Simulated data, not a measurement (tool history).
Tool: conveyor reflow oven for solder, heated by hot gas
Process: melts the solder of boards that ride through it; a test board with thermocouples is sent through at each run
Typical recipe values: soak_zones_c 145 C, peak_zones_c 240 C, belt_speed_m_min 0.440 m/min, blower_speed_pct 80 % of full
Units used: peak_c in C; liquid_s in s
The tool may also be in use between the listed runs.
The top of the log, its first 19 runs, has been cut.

run    day  soak_zones_c  peak_zones_c  belt_speed_m_min  blower_speed_pct  hours of work since the flux was cleaned out  hours of work since the belt drive was overhauled  hours of work since the thermocouples were changed  peak_c  liquid_s
 20  6.683           137           240             0.389                80                                           129                                                332                                                  42   226.7      77.4
 21  6.996           145           241             0.440                80                                           134                                                338                                                  48   225.0      69.7
 22  7.204           158           240             0.514                80                                           138                                                341                                                  51   222.5      62.4
 23  7.583           155           240             0.440                80                                           145                                                348                                                  58   225.9      74.5
 24  8.025           130           254             0.440                80                                           152                                                356                                                  66   234.1      70.0
 25  8.258           142           236             0.374                79                                           156                                                360                                                  70   225.0      81.4
 26  8.608           157           231             0.457                65                                           163                                                366                                                  76   215.3      64.3
 27  8.950           148           231             0.514                55                                           168                                                372                                                  82   205.4      42.8
 28  9.146           145           240             0.529                80                                           172                                                375                                                  85   218.2      53.3
 29  9.412           145           240             0.404                80                                           177                                                380                                                  90   226.9      77.3
 30  9.833           145           240             0.509                80                                           184                                                387                                                  97   220.1      56.2

4 ways to go on from here, each from the tool as it stands after run 30. What would each give?
  A  10.142           156           242             0.364                80                                           189                                                393                                                 103       ?         ?
  B  10.142           145           246             0.509                80                                           189                                                393                                                 103       ?         ?
  C  10.142           145           240             0.491                64                                           189                                                393                                                 103       ?         ?
  D  10.142           144           240             0.509                80                                           189                                                393                                                 103       ?         ?

run  peak_c  liquid_s
  A   232.7      95.1
  B   224.6      59.3
  C   216.4      55.7
  D   219.6      55.8
Had the tool no hidden state, the same runs would have come out as:
run  peak_c  liquid_s
  A   232.8      95.1
  B   224.7      59.4
  C   216.5      55.8
  D   219.7      55.8
